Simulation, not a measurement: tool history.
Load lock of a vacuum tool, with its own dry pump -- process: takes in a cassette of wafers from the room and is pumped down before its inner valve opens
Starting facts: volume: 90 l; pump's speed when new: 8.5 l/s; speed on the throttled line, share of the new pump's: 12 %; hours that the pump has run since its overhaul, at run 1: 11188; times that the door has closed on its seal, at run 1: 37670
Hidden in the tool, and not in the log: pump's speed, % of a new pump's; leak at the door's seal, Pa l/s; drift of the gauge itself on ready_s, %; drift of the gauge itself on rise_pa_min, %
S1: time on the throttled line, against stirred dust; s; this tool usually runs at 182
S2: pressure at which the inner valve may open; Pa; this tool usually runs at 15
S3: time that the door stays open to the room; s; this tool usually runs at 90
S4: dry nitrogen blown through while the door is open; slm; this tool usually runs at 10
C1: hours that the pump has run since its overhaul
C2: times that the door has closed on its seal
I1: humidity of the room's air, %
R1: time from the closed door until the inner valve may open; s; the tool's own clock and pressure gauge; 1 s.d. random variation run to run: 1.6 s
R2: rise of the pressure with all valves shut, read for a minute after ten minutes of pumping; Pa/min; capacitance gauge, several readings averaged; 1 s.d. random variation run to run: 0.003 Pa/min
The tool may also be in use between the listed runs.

Run 1, day 0: usual settings; C1 11188; C2 37670; I1 47.5. Result: R1 263.7 s, R2 0.31 Pa/min.
Run 2, day 5.908: usual settings; C1 11330; C2 38307; I1 45.8. Result: R1 259.8 s, R2 0.314 Pa/min.
Run 3, day 13.667: usual settings but S3 91 s; C1 11516; C2 39144; I1 44.8. Result: R1 263 s, R2 0.327 Pa/min.
Run 4, day 22.342: usual settings but S3 91 s; C1 11725; C2 40079; I1 46. Result: R1 260 s, R2 0.341 Pa/min.
Run 5, day 29.821: usual settings; C1 11904; C2 40885; I1 46.4. Result: R1 261 s, R2 0.349 Pa/min.
Run 6, day 40.562: usual settings; C1 12162; C2 42044; I1 43.6. Result: R1 262.5 s, R2 0.365 Pa/min.
Run 7, day 48.546: usual settings but S2 16 Pa; C1 12353; C2 42905; I1 45.7. Result: R1 263.1 s, R2 0.373 Pa/min.
Run 8, day 57.212: usual settings but S2 16 Pa; C1 12561; C2 43839; I1 46. Result: R1 262 s, R2 0.39 Pa/min.
Run 9, day 62.446: usual settings but S2 16 Pa; C1 12687; C2 44403; I1 42.8. Result: R1 258.8 s, R2 0.383 Pa/min.
Run 10, day 72.662: usual settings but S2 16 Pa; C1 12932; C2 45505; I1 48.3. Result: R1 263.7 s, R2 0.411 Pa/min.
Run 11, day 79.767: usual settings but S3 27 s; C1 13103; C2 46271; I1 45.9. Result: R1 265.3 s, R2 0.387 Pa/min.
Run 12, day 85.021: usual settings but S3 27 s; C1 13229; C2 46837; I1 41.3. Result: R1 264.5 s, R2 0.386 Pa/min.
Run 13, day 96.071: usual settings but S3 27 s; C1 13494; C2 48029; I1 46.8. Result: R1 264.9 s, R2 0.409 Pa/min.
Run 14, day 104.071: usual settings but S1 218 s, S2 11 Pa, S3 108 s, S4 6 slm; C1 13686; C2 48891; I1 43.9. Result: R1 300.9 s, R2 0.464 Pa/min.
Run 15, day 109.292: usual settings but S1 218 s, S2 11 Pa, S3 108 s, S4 6 slm; C1 13811; C2 49454; I1 41.9. Result: R1 299.9 s, R2 0.465 Pa/min.
Run 16, day 121.304: usual settings but S1 137 s, S2 16 Pa; C1 14100; C2 50749; I1 42.1. Result: R1 224.6 s, R2 0.472 Pa/min.
Run 17, day 131.354: usual settings but S2 16 Pa; C1 14341; C2 51833; I1 41.7. Result: R1 264 s, R2 0.489 Pa/min.
Run 18, day 138.475: usual settings but S2 16 Pa, S4 5 slm; C1 14512; C2 52601; I1 45.5. Result: R1 264.7 s, R2 0.509 Pa/min.
Run 19, day 148.479: usual settings but S1 102 s, S2 29 Pa, S3 48 s, S4 17 slm; C1 14752; C2 53680; I1 46.5. Result: R1 189.8 s, R2 0.486 Pa/min.
Run 20, day 157.504: usual settings but S1 102 s, S2 29 Pa, S3 48 s, S4 17 slm; C1 14968; C2 54652; I1 40. Result: R1 186.4 s, R2 0.508 Pa/min.

Branching from run 20: 4 alternative next runs. What would each branch give?
Run A, day 165.038: usual settings but S1 102 s, S2 29 Pa, S3 48 s, S4 12 slm; C1 15149; C2 55465; I1 49.2. Result: R1 ?, R2 ?.
Run B, day 165.038: usual settings but S1 128 s; C1 15149; C2 55465; I1 46.7. Result: R1 ?, R2 ?.
Run C, day 165.038: usual settings but S1 102 s, S2 17 Pa, S3 37 s, S4 7 slm; C1 15149; C2 55465; I1 48.2. Result: R1 ?, R2 ?.
Run D, day 165.038: usual settings but S1 206 s, S2 13 Pa, S3 48 s, S4 12 slm; C1 15149; C2 55465; I1 46.1. Result: R1 ?, R2 ?.

run     R1     R2
  A  188.6  0.523
  B  219.5  0.545
  C  195.8  0.519
  D  288.8  0.534
What these runs would have given with no unlogged condition in the tool:
run     R1     R2
  A  176.9  0.039
  B    207  0.059
  C  182.9  0.034
  D  277.4  0.039
